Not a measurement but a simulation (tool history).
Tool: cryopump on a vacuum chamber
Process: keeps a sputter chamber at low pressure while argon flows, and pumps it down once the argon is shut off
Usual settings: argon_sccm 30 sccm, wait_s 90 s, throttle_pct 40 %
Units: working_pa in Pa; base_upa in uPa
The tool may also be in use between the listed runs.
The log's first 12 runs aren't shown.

run,day,argon_sccm,wait_s,throttle_pct,working_pa,base_upa
13,16.300,30,37,40,0.1023,2.95
14,17.133,30,37,40,0.1005,2.99
15,18.692,30,37,40,0.1022,2.98
16,20.675,30,37,40,0.1012,3.02
17,22.204,30,37,40,0.1015,2.95
18,23.500,30,250,40,0.1033,1.03
19,24.817,30,250,40,0.1020,1.01
20,25.888,30,250,40,0.1030,0.98
21,27.546,30,250,40,0.1038,1.02
22,28.608,30,250,40,0.1027,1.05
23,30.442,18,168,40,0.0619,1.22
24,32.242,27,64,40,0.0928,1.97
25,34.196,30,90,45,0.0928,1.69
26,35.700,31,122,46,0.0945,1.37
27,37.279,31,122,46,0.0930,1.43
28,38.383,31,122,46,0.0944,1.51
29,40.192,31,139,17,0.2456,1.35
30,42.121,31,99,26,0.1629,1.62
31,43.962,31,99,26,0.1640,1.70

3 ways to go on from here, each from the tool as it stands after run 31. What would each give?
A,45.096,26,90,47,?,?
B,45.096,31,20,26,?,?
C,45.096,30,142,55,?,?

run,working_pa,base_upa
A,0.0793,1.73
B,0.1632,5.17
C,0.0786,1.39
Without the tool's hidden state the same runs would have given:
run,working_pa,base_upa
A,0.0733,1.20
B,0.1561,4.64
C,0.0716,0.86
